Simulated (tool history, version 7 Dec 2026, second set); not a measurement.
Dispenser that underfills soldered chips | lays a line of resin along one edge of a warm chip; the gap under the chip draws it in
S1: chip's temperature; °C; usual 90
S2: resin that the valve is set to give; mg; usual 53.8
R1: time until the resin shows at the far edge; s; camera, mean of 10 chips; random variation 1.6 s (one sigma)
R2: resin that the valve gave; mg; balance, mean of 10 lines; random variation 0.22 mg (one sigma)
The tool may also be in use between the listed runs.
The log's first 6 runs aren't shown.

-- hour=66 new syringe of resin
run 7 hour=72.4 | S1=83 S2=53 | R1=339.5 R2=50.55
-- hour=76.5 new syringe of resin
run 8 hour=84.3 | S1=83 S2=53 | R1=380.4 R2=50.26
-- hour=86.6 new syringe of resin
-- hour=97.8 new syringe of resin
run 9 hour=99 | S1=90 S2=53.8 | R1=181.8 R2=50.75
-- hour=107.9 new syringe of resin
run 10 hour=110.3 | S1=90 S2=53.8 | R1=195.7 R2=50.25
-- hour=118.4 dispensing valve cleaned and set on the balance
-- hour=119.4 new syringe of resin
run 11 hour=122.6 | S1=90 S2=53.8 | R1=202.5 R2=53.49
-- hour=130 new syringe of resin
run 12 hour=135.5 | S1=90 S2=53.8 | R1=245.8 R2=53.55
-- hour=140.3 new syringe of resin
-- hour=150.4 new syringe of resin
run 13 hour=151.3 | S1=90 S2=53.8 | R1=175.5 R2=52.87
-- hour=161.7 new syringe of resin
run 14 hour=164.4 | S1=90 S2=53.8 | R1=201.3 R2=52.07
-- hour=171.9 new syringe of resin
run 15 hour=172 | S1=79 S2=53.8 | R1=264.8 R2=52.52
-- hour=182.3 new syringe of resin
run 16 hour=184.1 | S1=79 S2=59.7 | R1=294.1 R2=57.66
-- hour=193.3 new syringe of resin
run 17 hour=197.9 | S1=79 S2=59.7 | R1=363.8 R2=57.51
-- hour=203.9 new syringe of resin
run 18 hour=213.1 | S1=79 S2=59.7 | R1=492 R2=56.81
-- hour=214.3 new syringe of resin
-- hour=224.8 new syringe of resin
run 19 hour=225.8 | S1=90 S2=56.1 | R1=182.1 R2=52.87
run 20 hour=232.9 | S1=77 S2=65.7 | R1=505.1 R2=61.6
-- hour=235.8 new syringe of resin
run 21 hour=244.7 | S1=93 S2=48.6 | R1=290.6 R2=45.08
-- hour=246.1 new syringe of resin
-- hour=256.4 dispensing valve cleaned and set on the balance
-- hour=257.4 new syringe of resin
run 22 hour=258.6 | S1=75 S2=67.6 | R1=346.5 R2=67.77

Forecast run 23:
-- hour=267.9 new syringe of resin
run 23 hour=269.1 | S1=82 S2=51.9 | R1=? R2=?

Run 23 gave R1 254.7 s, R2 51.85 mg.
Without the tool's hidden state the same run would have given R1 221.8 s, R2 52.03 mg.
